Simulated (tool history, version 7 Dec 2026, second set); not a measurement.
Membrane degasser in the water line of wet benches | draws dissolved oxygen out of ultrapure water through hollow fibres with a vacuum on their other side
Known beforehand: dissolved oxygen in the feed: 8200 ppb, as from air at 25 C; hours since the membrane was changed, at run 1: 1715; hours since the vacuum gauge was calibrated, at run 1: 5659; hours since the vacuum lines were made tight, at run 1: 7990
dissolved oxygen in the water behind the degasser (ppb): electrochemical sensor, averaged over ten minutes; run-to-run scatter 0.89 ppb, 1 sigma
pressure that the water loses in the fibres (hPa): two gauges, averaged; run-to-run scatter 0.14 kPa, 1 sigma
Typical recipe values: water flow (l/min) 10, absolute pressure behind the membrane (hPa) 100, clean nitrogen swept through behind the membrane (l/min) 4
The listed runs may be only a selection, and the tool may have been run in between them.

run	hour	water flow (l/min)	absolute pressure behind the membrane (hPa)	clean nitrogen swept through behind the membrane (l/min)	hours since the membrane was changed	hours since the vacuum gauge was calibrated	hours since the vacuum lines were made tight	dissolved oxygen in the water behind the degasser (ppb)	pressure that the water loses in the fibres (hPa)
1	0	10	100	4	1715	5659	7990	83.3	285.9
2	46.8	10	100	4	1762	5706	8036	82.5	288.4
3	100.2	10	100	4	1816	5759	8090	85.7	288.2
4	155.2	10	224	4	1871	5814	8145	158.4	289.3
5	186	10	224	4	1901	5845	8176	159.1	286.7
6	223.6	10	224	4	1939	5883	8213	157.8	288.3
7	290.2	10	100	4	2006	5949	8280	84.1	287
8	341	10	100	4	2056	6000	8331	84.2	285.3
9	391.5	10	93	4	2107	6051	8381	79.8	284.3
10	438.7	10	93	4	2154	6098	8428	78.5	284.5
11	483	10	93	4	2198	6142	8473	80.3	283.2
12	545.4	10	93	4	2261	6205	8535	79.5	283.7
13	588.4	12	227	7.97	2304	6248	8578	141.7	340.4
14	638.1	12	227	7.97	2354	6297	8628	139.7	341.5
15	699.9	13	228	10.02	2415	6359	8690	152.5	366.5
16	749.7	10	100	1.95	2465	6409	8739	126.6	284
17	813.9	8	64	5.77	2529	6473	8804	31.3	225.1
18	843	14	100	9.81	2558	6502	8833	131.9	397.2
19	877.8	14	100	9.81	2593	6537	8867	131.1	393.1
20	936.2	6	84	4	2652	6595	8926	26.5	170.3
21	988.5	6	84	4	2704	6648	8978	26.4	169.6
22	1025.2	10	91	8.62	2741	6684	9015	58.4	279.8
23	1066	9	145	1.82	2781	6725	9056	165.8	253.9
24	1101.5	9	145	1.82	2817	6761	9091	163.5	252.2

5 ways to go on from here, each from the tool as it stands after run 24. What would each give?
A	1159.4	10	167	4	2875	6819	9149	?	?
B	1159.4	10	103	4	2875	6819	9149	?	?
C	1159.4	12	97	4	2875	6819	9149	?	?
D	1159.4	10	78	5.5	2875	6819	9149	?	?
E	1159.4	9	196	10.23	2875	6819	9149	?	?

run	dissolved oxygen in the water behind the degasser (ppb)	pressure that the water loses in the fibres (hPa)
A	123.5	281.5
B	86.2	278.9
C	117.8	337.6
D	62.5	277.2
E	67.1	250.3
Stripped of hidden state, with their random variation kept, the same runs would have yielded:
run	dissolved oxygen in the water behind the degasser (ppb)	pressure that the water loses in the fibres (hPa)
A	123.4	288.7
B	86.1	286
C	117.7	346.2
D	62.4	284.3
E	67.1	256.7
